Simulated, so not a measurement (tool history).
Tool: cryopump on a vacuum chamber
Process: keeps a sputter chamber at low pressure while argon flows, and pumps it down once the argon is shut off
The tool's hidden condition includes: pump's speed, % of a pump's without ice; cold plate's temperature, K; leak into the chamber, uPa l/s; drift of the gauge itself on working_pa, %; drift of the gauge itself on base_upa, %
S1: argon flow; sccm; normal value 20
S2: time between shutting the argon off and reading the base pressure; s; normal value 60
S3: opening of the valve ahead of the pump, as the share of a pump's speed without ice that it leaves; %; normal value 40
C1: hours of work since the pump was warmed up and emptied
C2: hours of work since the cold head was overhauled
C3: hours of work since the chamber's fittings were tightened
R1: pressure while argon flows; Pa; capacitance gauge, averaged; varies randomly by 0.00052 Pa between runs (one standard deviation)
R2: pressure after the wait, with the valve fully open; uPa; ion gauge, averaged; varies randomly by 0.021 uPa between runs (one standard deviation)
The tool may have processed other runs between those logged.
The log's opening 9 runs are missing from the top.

run	hour	S1	S2	S3	C1	C2	C3	R1	R2
10	670.3	20	60	16	658	658	1744	0.0918	1.32
11	737.8	8	60	16	691	691	1776	0.0367	1.34
12	800.9	8	60	16	721	721	1806	0.0368	1.37
13	892.6	8	60	57	765	765	1850	0.0114	1.39
14	943	20	60	18	789	789	1875	0.0827	1.45
15	1021.6	20	60	18	827	827	1912	0.0813	1.47
16	1119.6	20	60	18	874	874	1959	0.0827	1.52
17	1194.1	20	60	18	910	910	1995	0.0833	1.57
18	1271.1	20	60	18	947	947	2032	0.083	1.54
19	1345.7	10	31	18	983	983	2068	0.0416	1.91

What will run 20 give?
20	1417.9	16	24	31	1017	1017	2103	?	?

For run 20 the tool returned R1 0.0404 Pa, R2 2.13 uPa.
If the tool had no hidden condition, the same run with the same run-to-run variation would have returned R1 0.0365 Pa, R2 0.92 uPa.
